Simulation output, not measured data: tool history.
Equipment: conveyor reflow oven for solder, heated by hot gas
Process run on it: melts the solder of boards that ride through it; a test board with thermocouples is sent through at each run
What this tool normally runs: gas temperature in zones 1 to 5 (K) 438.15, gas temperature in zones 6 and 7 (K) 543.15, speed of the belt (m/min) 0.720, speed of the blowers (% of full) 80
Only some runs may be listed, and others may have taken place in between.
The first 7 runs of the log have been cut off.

| run | hour | gas temperature in zones 1 to 5 (K) | gas temperature in zones 6 and 7 (K) | speed of the belt (m/min) | speed of the blowers (% of full) | highest temperature of the board (K) | time above the solder's melting point (s) |
|---|---|---|---|---|---|---|---|
| 8 | 65.1 | 438.15 | 543.15 | 0.720 | 80 | 522.65 | 33.5 |
| 9 | 74.0 | 438.15 | 543.15 | 0.720 | 80 | 522.55 | 33.7 |
| 10 | 84.1 | 438.15 | 543.15 | 0.720 | 80 | 522.65 | 33.8 |
| 11 | 95.4 | 438.15 | 543.15 | 0.720 | 61 | 518.45 | 30.4 |
| 12 | 103.9 | 438.15 | 543.15 | 0.720 | 61 | 517.75 | 30.3 |
| 13 | 111.4 | 429.15 | 543.15 | 0.720 | 80 | 520.45 | 30.5 |
| 14 | 121.8 | 429.15 | 543.15 | 0.720 | 80 | 520.25 | 30.4 |
|  | 127.4 | flux residue cleaned out of gas plates and filters |
| 15 | 133.1 | 429.15 | 543.15 | 0.720 | 80 | 519.95 | 29.9 |
| 16 | 139.7 | 429.15 | 554.15 | 0.602 | 80 | 535.85 | 46.1 |
| 17 | 148.5 | 437.15 | 543.15 | 0.720 | 63 | 517.45 | 29.5 |
| 18 | 154.4 | 437.15 | 543.15 | 0.768 | 60 | 513.85 | 25.1 |
|  | 164.3 | flux residue cleaned out of gas plates and filters, once more |
| 19 | 166.4 | 444.15 | 543.15 | 0.720 | 72 | 523.55 | 35.5 |
| 20 | 171.9 | 426.15 | 546.15 | 0.718 | 55 | 517.55 | 28.2 |
| 21 | 178.0 | 426.15 | 546.15 | 0.718 | 55 | 517.35 | 27.5 |
| 22 | 188.9 | 426.15 | 557.15 | 0.718 | 78 | 533.05 | 36.3 |
| 23 | 199.8 | 429.15 | 537.15 | 0.705 | 76 | 516.75 | 29.6 |
| 24 | 208.3 | 429.15 | 537.15 | 0.705 | 76 | 516.85 | 29.5 |
| 25 | 218.4 | 426.15 | 531.15 | 0.827 | 90 | 507.95 | 18.6 |
| 26 | 223.4 | 426.15 | 531.15 | 0.827 | 90 | 507.65 | 18.7 |
| 27 | 229.2 | 431.15 | 535.15 | 0.720 | 51 | 508.05 | 21.5 |
| 28 | 240.2 | 438.15 | 535.15 | 0.704 | 51 | 510.75 | 25.7 |
| 29 | 247.6 | 443.15 | 535.15 | 0.704 | 66 | 515.65 | 31.4 |
| 30 | 254.8 | 443.15 | 535.15 | 0.704 | 70 | 515.95 | 31.8 |

Each row is a separate what-if for the run after 30, all from the same tool condition, not one after another. Results?
| A | 265.2 | 438.15 | 553.15 | 0.720 | 80 | ? | ? |
| B | 265.2 | 438.15 | 553.15 | 0.720 | 60 | ? | ? |
| C | 265.2 | 438.15 | 546.15 | 0.819 | 80 | ? | ? |
| D | 265.2 | 438.15 | 553.15 | 0.720 | 80 | ? | ? |

| run | highest temperature of the board (K) | time above the solder's melting point (s) |
|---|---|---|
| A | 531.85 | 38.0 |
| B | 526.65 | 35.0 |
| C | 520.35 | 28.1 |
| D | 531.95 | 38.1 |
Take away the tool's hidden state, keep each run's random variation, and the runs would have read:
| run | highest temperature of the board (K) | time above the solder's melting point (s) |
|---|---|---|
| A | 533.25 | 38.3 |
| B | 527.95 | 35.4 |
| C | 521.75 | 28.7 |
| D | 533.35 | 38.5 |

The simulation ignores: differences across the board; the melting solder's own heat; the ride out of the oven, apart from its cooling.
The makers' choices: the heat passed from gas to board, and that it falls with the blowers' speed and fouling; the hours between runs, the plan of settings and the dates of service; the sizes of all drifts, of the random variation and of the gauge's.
